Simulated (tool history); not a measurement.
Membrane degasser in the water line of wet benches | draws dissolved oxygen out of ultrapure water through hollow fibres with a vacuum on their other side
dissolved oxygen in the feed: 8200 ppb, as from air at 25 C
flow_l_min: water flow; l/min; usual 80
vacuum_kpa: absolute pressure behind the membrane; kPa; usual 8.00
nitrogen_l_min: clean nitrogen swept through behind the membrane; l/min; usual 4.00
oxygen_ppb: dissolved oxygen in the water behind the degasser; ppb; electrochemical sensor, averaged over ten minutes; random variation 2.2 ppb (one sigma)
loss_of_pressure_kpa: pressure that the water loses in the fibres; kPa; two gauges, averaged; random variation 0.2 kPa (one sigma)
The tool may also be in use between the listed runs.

run	hour	flow_l_min	vacuum_kpa	nitrogen_l_min	oxygen_ppb	loss_of_pressure_kpa
1	0.0	80	8.00	4.00	221.9	46.07
2	323.2	80	8.00	4.00	222.0	46.33
3	478.0	80	8.00	4.00	222.0	46.29
4	622.2	80	5.89	4.00	132.5	46.83
5	897.7	80	8.00	4.00	219.6	46.29
6	1181.1	80	8.00	4.00	220.5	46.54
7	1420.8	126	8.00	4.00	365.6	73.21
8	1751.2	81	8.00	4.00	224.4	47.09
9	2017.1	59	8.00	4.00	167.8	34.26
10	2371.0	80	8.00	4.00	226.1	46.64
11	2688.0	80	8.11	4.00	230.1	47.37
12	3019.6	103	8.11	4.00	298.5	60.66
13	3332.1	103	8.11	4.00	307.0	60.68
14	3678.5	80	8.00	4.58	202.5	47.39
15	3849.9	80	8.00	4.58	202.5	47.67
16	4000.2	80	8.00	4.58	207.5	47.38
17	4235.2	65	8.00	6.93	114.8	38.56
18	4390.6	59	8.00	8.38	89.1	35.08
19	4607.6	51	11.42	2.86	335.0	30.02
20	4785.5	80	5.76	2.65	190.7	47.52
21	5083.6	108	12.04	3.58	591.4	64.47
22	5294.3	108	12.04	3.58	575.1	64.46
23	5562.9	80	7.16	4.19	190.2	47.69
24	5919.5	55	8.00	4.00	167.6	32.59
25	6119.3	55	8.00	2.59	236.6	33.00
26	6350.2	86	8.00	2.50	371.3	51.35

The next listed run, before its measurement:
27	6544.4	86	8.00	6.97	?	?

{"run 27": {"oxygen_ppb": 166.3, "loss_of_pressure_kpa": 51.86}}
Without the tool's hidden state the same run would have given oxygen_ppb 148.1 ppb, loss_of_pressure_kpa 48.48 kPa.
